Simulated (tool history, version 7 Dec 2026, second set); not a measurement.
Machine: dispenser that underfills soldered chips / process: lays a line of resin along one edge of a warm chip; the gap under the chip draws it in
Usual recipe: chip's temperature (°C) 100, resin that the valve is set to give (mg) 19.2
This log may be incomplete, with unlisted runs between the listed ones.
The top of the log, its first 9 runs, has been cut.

run	hour	chip's temperature (°C)	resin that the valve is set to give (mg)	time until the resin shows at the far edge (s)	resin that the valve gave (mg)
10	56.7	114	19.2	48.1	18.63
11	60.7	111	19.2	59.1	18.58
12	64.1	112	19.2	61.5	18.36
# hour 64.9: new syringe of resin
13	71.5	104	19.2	62.5	18.57
14	77.5	100	19.2	84.5	18.35
# hour 81.9: new syringe of resin
15	84.2	100	19.2	63.3	18.30
16	89.7	100	19.2	73.3	18.37
17	96.7	102	22.7	81.6	21.49
# hour 98.4: new syringe of resin
18	101.8	102	22.7	61.2	21.55
19	105.1	102	22.7	65.4	21.48
20	112.8	111	20.7	61.0	19.37
# hour 115.1: new syringe of resin
21	116.8	92	21.2	84.1	19.87
# hour 121.1: dispensing valve cleaned and set on the balance
22	122.7	89	16.3	108.2	16.38
23	130.7	86	17.9	150.6	17.77
# hour 133.1: new syringe of resin
24	137.0	93	19.7	84.1	19.56
25	141.6	114	23.8	46.2	23.55
26	147.5	93	17.5	114.2	17.17
# hour 149.8: new syringe of resin
27	151.2	93	17.5	80.5	17.14
28	157.8	93	17.5	95.6	17.17
29	161.9	93	17.5	106.2	17.21
# hour 166.4: new syringe of resin
30	169.1	92	23.3	85.2	22.93
31	173.2	109	19.2	54.5	18.75

5 options for the next run, each taken on its own from the tool as it stands now. Forecast them:
A	178.3	101	23.0	?	?
B	178.3	111	23.9	?	?
C	178.3	101	19.3	?	?
D	178.3	109	16.9	?	?
E	178.3	96	17.2	?	?

run	time until the resin shows at the far edge (s)	resin that the valve gave (mg)
A	80.1	22.32
B	57.9	23.46
C	81.6	18.74
D	64.1	16.38
E	97.8	16.86
The same runs, with their run-to-run variation unchanged, on a tool lacking any hidden condition would have given:
run	time until the resin shows at the far edge (s)	resin that the valve gave (mg)
A	55.0	22.93
B	40.0	24.09
C	56.0	19.24
D	44.0	16.82
E	66.8	17.31
